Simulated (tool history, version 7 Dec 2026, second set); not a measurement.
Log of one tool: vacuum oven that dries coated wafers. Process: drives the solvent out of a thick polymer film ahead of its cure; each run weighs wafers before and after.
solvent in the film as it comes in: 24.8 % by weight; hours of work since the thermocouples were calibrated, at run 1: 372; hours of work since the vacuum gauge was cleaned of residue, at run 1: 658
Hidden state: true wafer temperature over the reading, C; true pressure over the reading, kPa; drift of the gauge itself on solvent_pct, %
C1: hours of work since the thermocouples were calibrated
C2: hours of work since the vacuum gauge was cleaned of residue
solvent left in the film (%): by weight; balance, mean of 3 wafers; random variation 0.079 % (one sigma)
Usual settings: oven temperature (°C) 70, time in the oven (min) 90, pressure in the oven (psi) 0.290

run 1 hour=0.0 | oven_temperature_(°C)=70 time_in_the_oven_(min)=90 pressure_in_the_oven_(psi)=0.290 | C1=372 C2=658 | solvent_left_in_the_film_(%)=6.02
run 2 hour=45.1 | oven_temperature_(°C)=70 time_in_the_oven_(min)=112 pressure_in_the_oven_(psi)=0.290 | C1=393 C2=679 | solvent_left_in_the_film_(%)=4.63
run 3 hour=70.3 | oven_temperature_(°C)=70 time_in_the_oven_(min)=112 pressure_in_the_oven_(psi)=0.290 | C1=405 C2=691 | solvent_left_in_the_film_(%)=4.63
run 4 hour=100.3 | oven_temperature_(°C)=70 time_in_the_oven_(min)=112 pressure_in_the_oven_(psi)=0.290 | C1=419 C2=705 | solvent_left_in_the_film_(%)=4.55
run 5 hour=125.8 | oven_temperature_(°C)=70 time_in_the_oven_(min)=90 pressure_in_the_oven_(psi)=0.661 | C1=430 C2=717 | solvent_left_in_the_film_(%)=6.71
-- hour=130.2 oven's thermocouples calibrated
run 6 hour=165.9 | oven_temperature_(°C)=70 time_in_the_oven_(min)=90 pressure_in_the_oven_(psi)=0.661 | C1=17 C2=734 | solvent_left_in_the_film_(%)=6.67
run 7 hour=205.8 | oven_temperature_(°C)=72 time_in_the_oven_(min)=90 pressure_in_the_oven_(psi)=0.661 | C1=35 C2=753 | solvent_left_in_the_film_(%)=5.58
run 8 hour=248.2 | oven_temperature_(°C)=72 time_in_the_oven_(min)=90 pressure_in_the_oven_(psi)=0.661 | C1=55 C2=773 | solvent_left_in_the_film_(%)=5.58
-- hour=269.1 oven's thermocouples calibrated, once more
run 9 hour=278.8 | oven_temperature_(°C)=72 time_in_the_oven_(min)=90 pressure_in_the_oven_(psi)=0.661 | C1=5 C2=786 | solvent_left_in_the_film_(%)=6.02
run 10 hour=321.1 | oven_temperature_(°C)=70 time_in_the_oven_(min)=90 pressure_in_the_oven_(psi)=0.247 | C1=24 C2=806 | solvent_left_in_the_film_(%)=6.24
run 11 hour=353.3 | oven_temperature_(°C)=73 time_in_the_oven_(min)=90 pressure_in_the_oven_(psi)=0.476 | C1=39 C2=820 | solvent_left_in_the_film_(%)=5.19

The next listed run, before its measurement:
run 12 hour=389.9 | oven_temperature_(°C)=73 time_in_the_oven_(min)=90 pressure_in_the_oven_(psi)=0.476 | C1=56 C2=837 | solvent_left_in_the_film_(%)=?

{"run 12": {"solvent left in the film (%)": 4.97}}
Without the tool's hidden state the same run would have given solvent left in the film (%) 4.86.

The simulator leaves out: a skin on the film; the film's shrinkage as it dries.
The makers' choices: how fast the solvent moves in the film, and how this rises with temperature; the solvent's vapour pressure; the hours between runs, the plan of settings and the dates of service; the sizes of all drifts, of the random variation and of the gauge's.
